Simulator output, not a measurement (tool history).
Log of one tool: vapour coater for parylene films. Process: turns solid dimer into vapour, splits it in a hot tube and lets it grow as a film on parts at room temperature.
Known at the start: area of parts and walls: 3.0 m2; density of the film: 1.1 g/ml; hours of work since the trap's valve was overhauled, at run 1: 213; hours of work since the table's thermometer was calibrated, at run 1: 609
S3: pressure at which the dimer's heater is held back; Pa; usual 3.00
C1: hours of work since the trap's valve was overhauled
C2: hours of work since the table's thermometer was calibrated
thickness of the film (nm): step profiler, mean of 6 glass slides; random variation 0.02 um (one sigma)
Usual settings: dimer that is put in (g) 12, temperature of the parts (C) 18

Run 1, hour 0.0: usual settings; C1 213; C2 609. Result: thickness of the film (nm) 2140.
Run 2, hour 49.2: usual settings but temperature of the parts (C) 16; C1 244; C2 640. Result: thickness of the film (nm) 2220.
Run 3, hour 82.9: usual settings but temperature of the parts (C) 16; C1 265; C2 661. Result: thickness of the film (nm) 2200.
Run 4, hour 117.8: usual settings; C1 287; C2 683. Result: thickness of the film (nm) 2100.
Run 5, hour 148.0: usual settings; C1 306; C2 702. Result: thickness of the film (nm) 2130.
Run 6, hour 200.6: usual settings; C1 340; C2 735. Result: thickness of the film (nm) 2080.
At hour 206.6: table's thermometer calibrated.
Run 7, hour 230.9: usual settings; C1 358; C2 15. Result: thickness of the film (nm) 2110.
Run 8, hour 280.6: usual settings but dimer that is put in (g) 10; C1 389; C2 47. Result: thickness of the film (nm) 1700.
Run 9, hour 313.5: usual settings but dimer that is put in (g) 6; C1 410; C2 67. Result: thickness of the film (nm) 1050.
Run 10, hour 368.5: usual settings but dimer that is put in (g) 11, temperature of the parts (C) 10, S3 2.80 Pa; C1 445; C2 102. Result: thickness of the film (nm) 2390.
Run 11, hour 423.6: usual settings but dimer that is put in (g) 17, temperature of the parts (C) 12, S3 3.30 Pa; C1 479; C2 137. Result: thickness of the film (nm) 3350.
Run 12, hour 481.8: usual settings but dimer that is put in (g) 17, temperature of the parts (C) 12, S3 3.30 Pa; C1 516; C2 173. Result: thickness of the film (nm) 3290.
Run 13, hour 519.7: usual settings but dimer that is put in (g) 22, temperature of the parts (C) 27, S3 3.50 Pa; C1 540; C2 197. Result: thickness of the film (nm) 2890.

Forecast each of these 5 alternatives for the next run:
At hour 534.6: trap's valve overhauled.
At hour 552.3: table's thermometer calibrated, once more.
Run A, hour 579.2: usual settings but temperature of the parts (C) 16; C1 27; C2 17. Result: thickness of the film (nm) ?.
At hour 534.6: trap's valve overhauled.
At hour 552.3: table's thermometer calibrated, once more.
Run B, hour 579.2: usual settings but dimer that is put in (g) 21, temperature of the parts (C) 29, S3 9.42 Pa; C1 27; C2 17. Result: thickness of the film (nm) ?.
At hour 534.6: trap's valve overhauled.
At hour 552.3: table's thermometer calibrated, once more.
Run C, hour 579.2: usual settings but dimer that is put in (g) 5, temperature of the parts (C) 27, S3 5.07 Pa; C1 27; C2 17. Result: thickness of the film (nm) ?.
At hour 534.6: trap's valve overhauled.
At hour 552.3: table's thermometer calibrated, once more.
Run D, hour 579.2: usual settings but dimer that is put in (g) 22, temperature of the parts (C) 12, S3 3.87 Pa; C1 27; C2 17. Result: thickness of the film (nm) ?.
At hour 534.6: trap's valve overhauled.
At hour 552.3: table's thermometer calibrated, once more.
Run E, hour 579.2: usual settings but dimer that is put in (g) 10, temperature of the parts (C) 27, S3 3.53 Pa; C1 27; C2 17. Result: thickness of the film (nm) ?.

run  thickness of the film (nm)
  A                        2290
  B                        2200
  C                         630
  D                        4360
  E                        1370
Without the tool's hidden state the same runs would have given:
run  thickness of the film (nm)
  A                        2300
  B                        2210
  C                         630
  D                        4390
  E                        1380
